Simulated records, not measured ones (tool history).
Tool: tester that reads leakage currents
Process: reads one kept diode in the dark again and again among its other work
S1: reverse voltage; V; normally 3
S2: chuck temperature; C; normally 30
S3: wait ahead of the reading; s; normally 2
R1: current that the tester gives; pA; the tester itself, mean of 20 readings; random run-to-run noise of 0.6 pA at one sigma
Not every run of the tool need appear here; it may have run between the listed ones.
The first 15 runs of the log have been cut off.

run    hour    S1  S2    S3       R1
 16  1727.3     3  30     2   239.72
 17  1869.6     3  32     2   289.29
 18  1943.7  6.36  30     2   361.46
       1970  -- chuck's temperature calibrated
 19  2056.9  2.09  28  3.15   139.45
 20  2180.8  1.73  45  3.15   532.98
 21  2287.8  1.73  45  2.06   533.25
 22  2410.4  1.73  45  2.06    541.8
 23  2480.7  3.23  45  5.37    745.6
 24    2594  2.45  23   0.5   101.24
 25  2696.7  2.45  23   0.5   102.05
 26  2846.2  2.73  51   0.4  1117.58
 27  2954.9  2.73  51   0.4  1120.32
 28  3037.9  2.73  51   0.4  1125.52
 29  3153.6  5.17  58  0.69  2660.19
 30  3236.3  8.95  48  0.67  1671.34
 31  3304.7  8.95  48  0.67  1671.18
 32  3452.4  1.13  30     2   131.25
 33  3589.9  1.13  46  0.61   500.94
 34  3692.6  2.25  25  1.02   124.68
 35  3849.3  2.25  25  1.02   125.42

Here are 3 independent what-if runs from the current tool condition. What would each one return?
  A  3978.7  5.43  41   0.8   ?
  B  3978.7  2.25  31  4.13   ?
  C  3978.7  4.94  25  0.31   ?

run      R1
  A  771.78
  B  213.34
  C  194.78
With the hidden condition removed and each run's random variation left untouched, the same runs would have given:
run      R1
  A  691.19
  B  188.44
  C  166.95
